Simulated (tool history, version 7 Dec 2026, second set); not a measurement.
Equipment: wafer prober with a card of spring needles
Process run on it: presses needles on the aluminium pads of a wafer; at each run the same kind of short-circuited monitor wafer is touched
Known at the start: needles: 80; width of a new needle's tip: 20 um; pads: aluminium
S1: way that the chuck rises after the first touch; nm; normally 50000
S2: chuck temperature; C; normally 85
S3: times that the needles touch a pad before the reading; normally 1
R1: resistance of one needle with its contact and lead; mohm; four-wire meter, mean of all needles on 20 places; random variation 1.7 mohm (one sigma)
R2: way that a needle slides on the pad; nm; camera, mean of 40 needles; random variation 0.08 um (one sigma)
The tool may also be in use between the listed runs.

{"run": 1, "hour": 0.0, "S1": 50000, "S2": 85, "S3": 1, "R1": 168, "R2": 13200}
{"hour": 4.0, "done": "tips cleaned on abrasive film"}
{"hour": 13.9, "done": "tips cleaned on abrasive film"}
{"hour": 21.8, "done": "tips cleaned on abrasive film"}
{"hour": 31.8, "done": "tips cleaned on abrasive film"}
{"run": 2, "hour": 36.0, "S1": 50000, "S2": 85, "S3": 1, "R1": 169, "R2": 13000}
{"hour": 40.1, "done": "tips cleaned on abrasive film"}
{"hour": 48.0, "done": "tips cleaned on abrasive film"}
{"hour": 56.0, "done": "tips cleaned on abrasive film"}
{"hour": 64.0, "done": "tips cleaned on abrasive film"}
{"hour": 72.2, "done": "tips cleaned on abrasive film"}
{"run": 3, "hour": 72.2, "S1": 50000, "S2": 85, "S3": 1, "R1": 167, "R2": 13260}
{"hour": 82.1, "done": "tips cleaned on abrasive film"}
{"hour": 92.1, "done": "tips cleaned on abrasive film"}
{"hour": 100.1, "done": "tips cleaned on abrasive film"}
{"run": 4, "hour": 101.0, "S1": 50000, "S2": 97, "S3": 1, "R1": 171, "R2": 13160}
{"hour": 108.7, "done": "tips cleaned on abrasive film"}
{"hour": 118.6, "done": "tips cleaned on abrasive film"}
{"hour": 126.6, "done": "tips cleaned on abrasive film"}
{"run": 5, "hour": 130.2, "S1": 50000, "S2": 97, "S3": 1, "R1": 170, "R2": 13190}
{"hour": 136.2, "done": "tips cleaned on abrasive film"}
{"hour": 144.2, "done": "tips cleaned on abrasive film"}
{"hour": 152.3, "done": "tips cleaned on abrasive film"}
{"run": 6, "hour": 152.3, "S1": 50000, "S2": 97, "S3": 1, "R1": 167, "R2": 13180}
{"hour": 162.2, "done": "tips cleaned on abrasive film"}
{"hour": 162.5, "done": "height of the first contact set anew"}
{"hour": 170.5, "done": "tips cleaned on abrasive film"}
{"run": 7, "hour": 172.9, "S1": 50000, "S2": 97, "S3": 1, "R1": 172, "R2": 13140}
{"hour": 178.9, "done": "tips cleaned on abrasive film"}
{"hour": 186.8, "done": "tips cleaned on abrasive film"}
{"hour": 196.7, "done": "tips cleaned on abrasive film"}
{"hour": 206.4, "done": "tips cleaned on abrasive film"}
{"run": 8, "hour": 213.1, "S1": 50000, "S2": 83, "S3": 1, "R1": 168, "R2": 13150}
{"hour": 215.2, "done": "tips cleaned on abrasive film"}
{"hour": 224.9, "done": "tips cleaned on abrasive film"}
{"hour": 234.8, "done": "tips cleaned on abrasive film"}
{"hour": 244.4, "done": "tips cleaned on abrasive film"}
{"hour": 254.2, "done": "tips cleaned on abrasive film"}
{"run": 9, "hour": 254.3, "S1": 50000, "S2": 83, "S3": 1, "R1": 170, "R2": 13130}
{"hour": 262.3, "done": "tips cleaned on abrasive film"}
{"hour": 272.1, "done": "tips cleaned on abrasive film"}
{"run": 10, "hour": 276.4, "S1": 50000, "S2": 83, "S3": 1, "R1": 168, "R2": 13090}
{"hour": 280.5, "done": "tips cleaned on abrasive film"}
{"hour": 288.4, "done": "tips cleaned on abrasive film"}
{"hour": 296.4, "done": "tips cleaned on abrasive film"}
{"hour": 304.4, "done": "tips cleaned on abrasive film"}
{"run": 11, "hour": 308.2, "S1": 50000, "S2": 83, "S3": 1, "R1": 168, "R2": 13280}
{"hour": 314.2, "done": "tips cleaned on abrasive film"}
{"hour": 324.2, "done": "tips cleaned on abrasive film"}
{"hour": 332.2, "done": "tips cleaned on abrasive film"}
{"run": 12, "hour": 335.6, "S1": 50000, "S2": 83, "S3": 1, "R1": 168, "R2": 13060}
{"hour": 341.6, "done": "tips cleaned on abrasive film"}
{"hour": 349.6, "done": "tips cleaned on abrasive film"}
{"hour": 355.8, "done": "height of the first contact set anew"}
{"hour": 357.9, "done": "tips cleaned on abrasive film"}
{"hour": 367.5, "done": "tips cleaned on abrasive film"}
{"run": 13, "hour": 367.5, "S1": 50000, "S2": 83, "S3": 1, "R1": 167, "R2": 13110}
{"hour": 375.5, "done": "tips cleaned on abrasive film"}
{"hour": 383.5, "done": "tips cleaned on abrasive film"}
{"hour": 391.5, "done": "tips cleaned on abrasive film"}
{"hour": 400.8, "done": "tips cleaned on abrasive film"}
{"run": 14, "hour": 400.8, "S1": 33000, "S2": 55, "S3": 2, "R1": 167, "R2": 8700}
{"hour": 410.7, "done": "tips cleaned on abrasive film"}
{"hour": 418.7, "done": "tips cleaned on abrasive film"}
{"run": 15, "hour": 422.8, "S1": 33000, "S2": 55, "S3": 2, "R1": 172, "R2": 8680}
{"hour": 426.8, "done": "tips cleaned on abrasive film"}
{"hour": 436.8, "done": "tips cleaned on abrasive film"}
{"hour": 444.8, "done": "tips cleaned on abrasive film"}
{"run": 16, "hour": 449.5, "S1": 31000, "S2": 118, "S3": 3, "R1": 180, "R2": 8080}
{"hour": 453.5, "done": "tips cleaned on abrasive film"}
{"hour": 463.5, "done": "tips cleaned on abrasive film"}
{"hour": 471.5, "done": "tips cleaned on abrasive film"}
{"run": 17, "hour": 477.7, "S1": 63000, "S2": 74, "S3": 1, "R1": 162, "R2": 16590}
{"hour": 479.7, "done": "tips cleaned on abrasive film"}
{"hour": 489.4, "done": "tips cleaned on abrasive film"}
{"hour": 499.2, "done": "tips cleaned on abrasive film"}
{"hour": 507.2, "done": "tips cleaned on abrasive film"}
{"run": 18, "hour": 514.6, "S1": 43000, "S2": 27, "S3": 1, "R1": 162, "R2": 11310}
{"hour": 516.6, "done": "tips cleaned on abrasive film"}
{"hour": 524.6, "done": "tips cleaned on abrasive film"}
{"hour": 532.6, "done": "tips cleaned on abrasive film"}
{"hour": 542.2, "done": "tips cleaned on abrasive film"}
{"run": 19, "hour": 544.0, "S1": 40000, "S2": 111, "S3": 1, "R1": 181, "R2": 10570}
{"hour": 548.2, "done": "height of the first contact set anew"}
{"hour": 552.3, "done": "tips cleaned on abrasive film"}
{"hour": 562.1, "done": "tips cleaned on abrasive film"}
{"hour": 570.1, "done": "tips cleaned on abrasive film"}
{"run": 20, "hour": 573.0, "S1": 58000, "S2": 85, "S3": 3, "R1": 168, "R2": 15250}
{"hour": 579.0, "done": "tips cleaned on abrasive film"}
{"hour": 588.7, "done": "tips cleaned on abrasive film"}
{"hour": 597.2, "done": "tips cleaned on abrasive film"}
{"run": 21, "hour": 597.2, "S1": 35000, "S2": 74, "S3": 3, "R1": 170, "R2": 9220}
{"hour": 605.2, "done": "tips cleaned on abrasive film"}
{"hour": 615.1, "done": "tips cleaned on abrasive film"}
{"hour": 624.8, "done": "tips cleaned on abrasive film"}
{"hour": 634.4, "done": "tips cleaned on abrasive film"}
{"run": 22, "hour": 636.6, "S1": 70000, "S2": 77, "S3": 3, "R1": 164, "R2": 18600}
{"hour": 642.6, "done": "tips cleaned on abrasive film"}
{"hour": 650.6, "done": "tips cleaned on abrasive film"}
{"hour": 658.6, "done": "tips cleaned on abrasive film"}
{"run": 23, "hour": 660.8, "S1": 37000, "S2": 116, "S3": 2, "R1": 178, "R2": 9690}
{"hour": 666.8, "done": "tips cleaned on abrasive film"}
{"hour": 676.6, "done": "tips cleaned on abrasive film"}
{"run": 24, "hour": 681.0, "S1": 37000, "S2": 116, "S3": 2, "R1": 174, "R2": 9800}
{"hour": 685.0, "done": "tips cleaned on abrasive film"}
{"hour": 694.7, "done": "tips cleaned on abrasive film"}
{"run": 25, "hour": 701.7, "S1": 37000, "S2": 124, "S3": 2, "R1": 184, "R2": 9790}
{"hour": 703.8, "done": "tips cleaned on abrasive film"}
{"hour": 711.8, "done": "tips cleaned on abrasive film"}
{"hour": 721.6, "done": "tips cleaned on abrasive film"}
{"hour": 729.6, "done": "tips cleaned on abrasive film"}
{"run": 26, "hour": 733.4, "S1": 37000, "S2": 124, "S3": 2, "R1": 182, "R2": 9790}

Each row is a separate what-if for the run after 26, all from the same tool condition, not one after another. Results?
{"hour": 739.4, "done": "tips cleaned on abrasive film"}
{"hour": 741.6, "done": "height of the first contact set anew"}
{"hour": 749.6, "done": "tips cleaned on abrasive film"}
{"run": "A", "hour": 757.4, "S1": 37000, "S2": 124, "S3": 1, "R1": "?", "R2": "?"}
{"hour": 739.4, "done": "tips cleaned on abrasive film"}
{"hour": 741.6, "done": "height of the first contact set anew"}
{"hour": 749.6, "done": "tips cleaned on abrasive film"}
{"run": "B", "hour": 757.4, "S1": 37000, "S2": 124, "S3": 3, "R1": "?", "R2": "?"}
{"hour": 739.4, "done": "tips cleaned on abrasive film"}
{"hour": 741.6, "done": "height of the first contact set anew"}
{"hour": 749.6, "done": "tips cleaned on abrasive film"}
{"run": "C", "hour": 757.4, "S1": 52000, "S2": 47, "S3": 2, "R1": "?", "R2": "?"}

run=A R1=185 R2=9750
run=B R1=178 R2=9740
run=C R1=156 R2=13760
Stripped of hidden state, with their random variation kept, the same runs would have yielded:
run=A R1=184 R2=9750
run=B R1=178 R2=9740
run=C R1=156 R2=13770
